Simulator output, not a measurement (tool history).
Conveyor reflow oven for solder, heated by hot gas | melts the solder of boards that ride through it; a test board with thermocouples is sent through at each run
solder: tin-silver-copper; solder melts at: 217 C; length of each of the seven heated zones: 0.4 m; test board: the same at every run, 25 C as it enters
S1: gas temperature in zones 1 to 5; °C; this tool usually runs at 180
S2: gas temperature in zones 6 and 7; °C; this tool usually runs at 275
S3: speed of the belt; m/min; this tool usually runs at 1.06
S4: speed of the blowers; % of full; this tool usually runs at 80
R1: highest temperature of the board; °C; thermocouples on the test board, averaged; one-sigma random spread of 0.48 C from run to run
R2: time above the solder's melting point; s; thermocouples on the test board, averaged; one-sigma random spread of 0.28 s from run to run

run 1 hour=0.0 | S1=180 S2=275 S3=1.06 S4=80 | R1=257.5 R2=37.2
run 2 hour=57.7 | S1=180 S2=275 S3=1.06 S4=80 | R1=257.8 R2=36.9
run 3 hour=112.2 | S1=180 S2=275 S3=1.06 S4=71 | R1=255.3 R2=36.1
run 4 hour=146.8 | S1=180 S2=275 S3=1.06 S4=71 | R1=255.0 R2=36.2
-- hour=174.6 flux residue cleaned out of gas plates and filters
run 5 hour=210.5 | S1=180 S2=275 S3=1.06 S4=71 | R1=253.2 R2=35.5
run 6 hour=242.7 | S1=180 S2=275 S3=1.06 S4=57 | R1=249.9 R2=33.2
run 7 hour=294.2 | S1=180 S2=275 S3=1.06 S4=57 | R1=250.2 R2=32.9
run 8 hour=357.7 | S1=180 S2=275 S3=1.06 S4=57 | R1=249.5 R2=32.5
run 9 hour=385.8 | S1=180 S2=275 S3=1.06 S4=80 | R1=252.7 R2=34.4
run 10 hour=451.0 | S1=180 S2=275 S3=1.06 S4=80 | R1=252.2 R2=34.3
-- hour=464.7 flux residue cleaned out of gas plates and filters, once more
run 11 hour=521.5 | S1=180 S2=275 S3=1.06 S4=80 | R1=258.2 R2=37.4
run 12 hour=576.0 | S1=180 S2=275 S3=1.06 S4=80 | R1=257.2 R2=37.4
run 13 hour=613.6 | S1=180 S2=275 S3=1.06 S4=80 | R1=256.5 R2=37.9
run 14 hour=660.3 | S1=180 S2=275 S3=1.06 S4=80 | R1=256.8 R2=37.3
run 15 hour=690.6 | S1=180 S2=275 S3=1.06 S4=80 | R1=255.9 R2=37.0
run 16 hour=721.4 | S1=180 S2=266 S3=1.06 S4=80 | R1=248.5 R2=33.5
run 17 hour=760.0 | S1=180 S2=266 S3=1.06 S4=80 | R1=247.7 R2=33.7
run 18 hour=816.5 | S1=180 S2=267 S3=1.11 S4=80 | R1=245.8 R2=31.2

Estimate the outcome of run 19 from the log above:
-- hour=859.5 flux residue cleaned out of gas plates and filters
run 19 hour=873.5 | S1=180 S2=287 S3=1.06 S4=56 | R1=? R2=?

R1: 263.4 °C
R2: 39.3 s
With no hidden state in the tool, this same run would have given R1 265.1 °C, R2 39.4 s.
